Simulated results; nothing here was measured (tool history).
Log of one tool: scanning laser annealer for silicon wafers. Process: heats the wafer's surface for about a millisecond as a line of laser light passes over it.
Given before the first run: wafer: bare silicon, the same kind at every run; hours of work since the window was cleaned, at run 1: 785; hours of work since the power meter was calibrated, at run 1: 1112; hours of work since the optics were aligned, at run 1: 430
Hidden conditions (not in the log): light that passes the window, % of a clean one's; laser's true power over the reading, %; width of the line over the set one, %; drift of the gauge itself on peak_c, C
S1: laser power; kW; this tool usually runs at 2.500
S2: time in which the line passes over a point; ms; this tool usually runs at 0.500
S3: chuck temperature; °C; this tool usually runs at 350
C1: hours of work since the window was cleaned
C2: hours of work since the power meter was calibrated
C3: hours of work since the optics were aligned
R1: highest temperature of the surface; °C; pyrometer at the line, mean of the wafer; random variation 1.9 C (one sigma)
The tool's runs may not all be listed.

run     day     S1     S2   S3   C1    C2    C3    R1
  1   0.000  2.500  0.500  350  785  1112   430  1093
  2   1.421  2.500  0.500  350  811  1138   455  1091
  3   2.317  2.500  0.500  350  827  1154   472  1093
  4   3.325  2.500  0.556  350  846  1172   490  1136
  5   4.750  2.500  0.556  350  871  1198   516  1133
  6   5.804  2.500  0.556  350  891  1217   535  1135
  7   7.542  2.639  0.500  350  922  1249   566  1134
      8.133  -- window over the wafer cleaned
  8   8.729  2.658  0.500  350   11  1269   586  1142
  9  10.292  2.663  0.500  350   39  1297   615  1142
 10  11.675  2.500  0.500  350   64  1322   640  1090
 11  12.733  2.500  0.500  350   84  1341   659  1093
 12  13.646  2.500  0.500  350  100  1358   676  1092
 13  14.842  2.500  0.500  350  122  1380   697  1092
 14  16.342  2.500  0.500  350  149  1407   725  1092
 15  17.200  2.500  0.500  358  165  1422   740  1101
 16  18.425  2.500  0.500  350  187  1445   762  1092
 17  19.638  2.500  0.457  350  209  1467   784  1057
 18  20.879  2.500  0.500  350  231  1489   807  1090
 19  22.292  2.500  0.500  350  257  1515   832  1092
 20  23.538  2.500  0.500  350  280  1537   855  1092
 21  25.242  2.500  0.500  350  310  1568   886  1089
 22  26.762  2.500  0.500  350  338  1596   914  1093
 23  27.671  2.500  0.500  350  354  1612   930  1092
 24  28.946  2.291  0.427  350  378  1635   953   974
 25  29.938  2.500  0.450  366  396  1653   971  1070
 26  31.071  2.500  0.462  350  416  1674   992  1063
 27  32.667  2.700  0.446  372  445  1703  1021  1132
 28  34.004  2.547  0.353  348  469  1727  1045   980
 29  34.792  2.177  0.464  311  484  1742  1059   929
 30  36.304  2.496  0.464  358  511  1769  1087  1073
 31  37.779  2.696  0.500  327  538  1796  1113  1131
 32  38.712  2.235  0.578  327  555  1813  1130  1042
 33  39.479  2.518  0.608  320  569  1827  1144  1151
 34  40.904  2.500  0.567  351  595  1852  1170  1145
 35  41.979  2.445  0.600  350  614  1872  1190  1146
 36  43.496  2.445  0.600  350  642  1899  1217  1148

Hidden state at the last listed run before each entry between runs and at the first one after, where it differs:
From run 7 to run 8: window over the wafer cleaned (day 8.133)
  light that passes the window, % of a clean one's: 99.92 -> 99.99
